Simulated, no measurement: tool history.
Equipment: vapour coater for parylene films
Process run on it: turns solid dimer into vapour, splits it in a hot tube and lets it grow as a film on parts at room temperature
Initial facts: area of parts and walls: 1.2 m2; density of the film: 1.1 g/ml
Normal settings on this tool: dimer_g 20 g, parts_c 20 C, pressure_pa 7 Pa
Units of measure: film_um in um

run   hour  dimer_g  parts_c  pressure_pa  film_um
  1      0       20       20            7     9.08
  2   27.4       20       20            7     8.85
  3   57.9       20       20            7     8.78
  4   72.9       14       20            7     6.06
     102.4  -- trap's valve overhauled
  5    109       14       20            7     6.81
  6  127.7       14       20            7     6.78
  7  149.3       14       20            7     6.85
  8  165.6       18       20            7     8.74
  9    184       18       20            7      8.7
 10  198.6       20       20         8.92      9.4
 11  222.6       20       20         8.92     9.26
 12  238.3       20       20         8.92     9.41
 13  261.8       20       20            7     9.55
 14  277.3       12       20            7     5.74
 15  293.1       14       20            7     6.84
 16  320.6       20       20            7     9.39
 17  339.9       20       20            7     9.41
 18  369.2       20       21            7     9.38
 19  392.6       20       21            7     8.98
 20  409.1       20       30         2.15     8.03
 21  441.5       10       30         2.15     3.91
 22  461.9       10       30         2.83     3.84
 23  482.6       20       20         3.09    10.34
 24  496.1       15       14         5.98     8.65
 25  516.8       15       14         5.98     8.48
 26  547.5       16       24         3.75      7.2
 27  572.3       20       20        11.27      8.7
 28  603.1       20       20         2.08    10.61
 29  632.9       20       20         2.08    10.42
 30  652.9       20       20         2.08    10.52
 31  667.7       12       14            7     6.45
 32  689.3       14       23         5.83      5.9
 33  716.8       18       14         2.37    11.07
 34  734.7       18       14         2.37    11.06
 35  763.1       18       17         9.68     8.69
 36  793.6       20       23         2.69        9
 37  816.9       20       15         2.69    11.76
 38    847       25       13         2.99     15.1

A few steps of film_um between consecutive runs. Split each: what settings, incoming material and random variation would produce without the hidden state, and what is left over for the hidden state, along with gauge scatter present in only one of the two compared results (measured, and without hidden state):
The tool's hidden condition here consists of: vapour lost through the trap's worn valve, %; true temperature of the parts over the reading, C; drift of the gauge itself on film_um, %.
Run 4 -> 5: trap's valve overhauled. film_um +0.75 um: hidden state +0.71, all else +0.04.
Run 20 -> 21: dimer_g 20 -> 10. film_um -4.12 um: hidden state +0.17, all else -4.29.
Run 22 -> 23: dimer_g 10 -> 20, parts_c 30 -> 20, pressure_pa 2.83 -> 3.09. film_um +6.5 um: hidden state -0.39, all else +6.89.
Run 32 -> 33: dimer_g 14 -> 18, parts_c 23 -> 14, pressure_pa 5.83 -> 2.37. film_um +5.17 um: hidden state -0.5, all else +5.67.
Run 37 -> 38: dimer_g 20 -> 25, parts_c 15 -> 13, pressure_pa 2.69 -> 2.99. film_um +3.34 um: hidden state -0.42, all else +3.76.
